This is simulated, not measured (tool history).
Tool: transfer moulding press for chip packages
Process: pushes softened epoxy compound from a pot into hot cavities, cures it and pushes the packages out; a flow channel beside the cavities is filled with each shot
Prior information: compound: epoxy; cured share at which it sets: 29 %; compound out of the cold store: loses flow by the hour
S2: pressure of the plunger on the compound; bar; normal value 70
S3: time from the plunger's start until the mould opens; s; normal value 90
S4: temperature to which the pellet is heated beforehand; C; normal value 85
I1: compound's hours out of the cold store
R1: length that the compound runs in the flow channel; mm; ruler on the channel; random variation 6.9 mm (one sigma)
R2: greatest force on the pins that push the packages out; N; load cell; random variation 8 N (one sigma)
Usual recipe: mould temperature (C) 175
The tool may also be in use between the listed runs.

run 1 day=0 | mould_temperature_(C)=175 S2=70 S3=90 S4=85 | I1=44.1 | R1=738 R2=456
run 2 day=0.254 | mould_temperature_(C)=175 S2=70 S3=90 S4=85 | I1=41.7 | R1=738 R2=495
run 3 day=0.562 | mould_temperature_(C)=175 S2=70 S3=90 S4=85 | I1=45.6 | R1=734 R2=551
run 4 day=0.817 | mould_temperature_(C)=175 S2=70 S3=90 S4=85 | I1=41.1 | R1=744 R2=596
run 5 day=1.271 | mould_temperature_(C)=175 S2=70 S3=90 S4=85 | I1=30.4 | R1=763 R2=655
run 6 day=1.771 | mould_temperature_(C)=175 S2=70 S3=90 S4=85 | I1=30 | R1=760 R2=739
run 7 day=2.117 | mould_temperature_(C)=175 S2=70 S3=90 S4=85 | I1=31.7 | R1=759 R2=750
run 8 day=2.408 | mould_temperature_(C)=175 S2=70 S3=81 S4=85 | I1=37.3 | R1=748 R2=915
run 9 day=2.879 | mould_temperature_(C)=175 S2=70 S3=81 S4=85 | I1=39.6 | R1=736 R2=946
-- day=3.096 plunger's sealing rings changed
run 10 day=3.446 | mould_temperature_(C)=175 S2=70 S3=81 S4=85 | I1=42 | R1=772 R2=977
-- day=3.612 cavities cleaned with cleaning compound and waxed
run 11 day=3.875 | mould_temperature_(C)=175 S2=70 S3=81 S4=85 | I1=16.1 | R1=828 R2=562
run 12 day=4.267 | mould_temperature_(C)=175 S2=67.8 S3=90 S4=85 | I1=34.8 | R1=772 R2=485
run 13 day=4.538 | mould_temperature_(C)=175 S2=67.8 S3=90 S4=85 | I1=11.9 | R1=828 R2=567
run 14 day=4.85 | mould_temperature_(C)=175 S2=67.8 S3=90 S4=85 | I1=9.9 | R1=829 R2=608
run 15 day=5.412 | mould_temperature_(C)=175 S2=67.8 S3=90 S4=85 | I1=46.6 | R1=748 R2=673
run 16 day=5.771 | mould_temperature_(C)=175 S2=82.8 S3=105 S4=77 | I1=16.5 | R1=911 R2=582
run 17 day=6.029 | mould_temperature_(C)=170 S2=82.8 S3=120 S4=77 | I1=17 | R1=931 R2=612
run 18 day=6.5 | mould_temperature_(C)=173 S2=70 S3=90 S4=88 | I1=24.6 | R1=796 R2=877
run 19 day=6.908 | mould_temperature_(C)=173 S2=70 S3=103 S4=81 | I1=29.1 | R1=791 R2=651
run 20 day=7.458 | mould_temperature_(C)=173 S2=70 S3=103 S4=81 | I1=23.8 | R1=803 R2=705
-- day=7.592 cavities cleaned with cleaning compound and waxed
run 21 day=7.908 | mould_temperature_(C)=173 S2=70 S3=103 S4=81 | I1=36.9 | R1=772 R2=388
run 22 day=8.158 | mould_temperature_(C)=169 S2=70 S3=106 S4=95 | I1=44.5 | R1=763 R2=507
run 23 day=8.712 | mould_temperature_(C)=169 S2=70 S3=109 S4=94 | I1=43.8 | R1=765 R2=576
run 24 day=9.029 | mould_temperature_(C)=176 S2=70 S3=98 S4=81 | I1=35.2 | R1=769 R2=535
run 25 day=9.279 | mould_temperature_(C)=176 S2=70 S3=98 S4=81 | I1=21.1 | R1=808 R2=554
run 26 day=9.525 | mould_temperature_(C)=175 S2=70 S3=114 S4=94 | I1=42.8 | R1=745 R2=528
run 27 day=9.854 | mould_temperature_(C)=175 S2=65.7 S3=70 S4=94 | I1=15.9 | R1=799 R2=1317
run 28 day=10.375 | mould_temperature_(C)=175 S2=65.7 S3=70 S4=94 | I1=8.4 | R1=821 R2=1407
run 29 day=10.758 | mould_temperature_(C)=167 S2=74.5 S3=90 S4=85 | I1=25.6 | R1=853 R2=1372

Each row is a separate what-if for the run after 29, all from the same tool condition, not one after another. Results?
run A day=11.088 | mould_temperature_(C)=173 S2=74.5 S3=119 S4=85 | I1=44.7 | R1=? R2=?
run B day=11.088 | mould_temperature_(C)=172 S2=64.5 S3=90 S4=81 | I1=37.5 | R1=? R2=?
run C day=11.088 | mould_temperature_(C)=175 S2=54.1 S3=90 S4=78 | I1=27.2 | R1=? R2=?

run=A R1=770 R2=610
run=B R1=735 R2=952
run=C R1=702 R2=792
Take away the tool's hidden state, keep each run's random variation, and the runs would have read:
run=A R1=789 R2=275
run=B R1=754 R2=438
run=C R1=719 R2=363

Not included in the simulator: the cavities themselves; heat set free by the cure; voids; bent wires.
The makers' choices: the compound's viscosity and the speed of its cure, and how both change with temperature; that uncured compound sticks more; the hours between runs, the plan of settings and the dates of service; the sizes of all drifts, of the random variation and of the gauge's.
